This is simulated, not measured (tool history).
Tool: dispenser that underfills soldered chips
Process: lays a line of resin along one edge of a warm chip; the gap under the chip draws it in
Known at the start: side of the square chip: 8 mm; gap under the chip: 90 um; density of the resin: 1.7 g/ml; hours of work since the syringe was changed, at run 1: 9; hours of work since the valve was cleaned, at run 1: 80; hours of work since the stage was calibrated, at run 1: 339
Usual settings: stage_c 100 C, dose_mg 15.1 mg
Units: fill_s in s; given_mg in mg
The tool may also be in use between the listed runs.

run   hour  stage_c  dose_mg  hours of work since the syringe was changed  hours of work since the valve was cleaned  hours of work since the stage was calibrated  fill_s  given_mg
  1    0.0      100     15.1                                            9                                         80                                           339    23.4     14.51
       1.9  -- new syringe of resin
  2   10.3       89     15.1                                            6                                         88                                           346    28.7     14.36
      12.2  -- dispensing valve cleaned and set on the balance
      16.6  -- new syringe of resin
  3   18.9       89     15.1                                            2                                          5                                           352    22.6     14.92
      29.9  -- new syringe of resin
  4   30.6       89     15.1                                            1                                         13                                           360    20.6     14.90
  5   42.1       89     15.1                                            9                                         22                                           369    32.7     14.94
      43.6  -- new syringe of resin
  6   49.9      110     15.1                                            5                                         28                                           375    13.7     14.88
      57.9  -- new syringe of resin
  7   62.2      110     15.1                                            3                                         37                                           384    12.8     14.77
      71.5  -- new syringe of resin
  8   76.3      110     15.1                                            4                                         47                                           394    13.1     14.73
  9   83.7      100     14.0                                            9                                         53                                           400    24.5     13.44
      85.5  -- new syringe of resin
      99.2  -- new syringe of resin
 10  100.6      100     14.0                                            1                                         65                                           412    15.1     13.49
 11  108.7      100     15.1                                            7                                         71                                           418    21.4     14.44
     113.0  -- new syringe of resin
 12  124.8      100     19.4                                            9                                         83                                           430    22.2     18.48
     126.7  -- new syringe of resin
     133.4  -- dispensing valve cleaned and set on the balance
     141.5  -- new syringe of resin
 13  141.5      100     17.2                                            0                                          6                                           442    13.9     17.10
     155.9  -- new syringe of resin
 14  158.7      100     17.2                                            2                                         19                                           454    15.9     17.07
 15  166.7       98     15.1                                            8                                         25                                           460    23.6     14.94
     170.0  -- new syringe of resin
     183.4  -- new syringe of resin
 16  183.6       93     15.1                                            0                                         37                                           473    17.9     14.88
 17  193.5       93     15.1                                            8                                         45                                           480    26.2     14.74
     196.6  -- new syringe of resin
 18  208.7       93     15.1                                            9                                         56                                           492    28.7     14.70
     209.9  -- new syringe of resin
 19  222.5      114     16.2                                            9                                         66                                           502    15.4     15.70
     224.0  -- new syringe of resin
 20  230.0       98     15.9                                            5                                         72                                           507    19.1     15.28
     237.5  -- new syringe of resin
 21  239.5       85     15.9                                            1                                         78                                           514    25.5     15.19
 22  246.5      105     18.3                                            7                                         84                                           520    17.4     17.57
     251.4  -- new syringe of resin
     254.8  -- dispensing valve cleaned and set on the balance
 23  261.0      105     18.3                                            7                                          5                                           529    16.8     18.27
     265.9  -- new syringe of resin
 24  276.3       92     18.6                                            8                                         16                                           541    27.7     18.47
     279.2  -- new syringe of resin
 25  286.6      104     15.8                                            6                                         24                                           548    17.2     15.60
     289.2  -- stage's temperature calibrated
     294.0  -- new syringe of resin
 26  304.1      104     15.8                                            8                                         36                                            11    18.8     15.63

Run 27 comes next. What will it give?
     307.4  -- new syringe of resin
     321.1  -- new syringe of resin
 27  321.1      103     16.1                                            0                                         48                                            23       ?         ?

Run 27 gave fill_s 12.5 s, given_mg 15.67 mg.
Without the tool's hidden state the same run would have given fill_s 12.4 s, given_mg 16.08 mg.
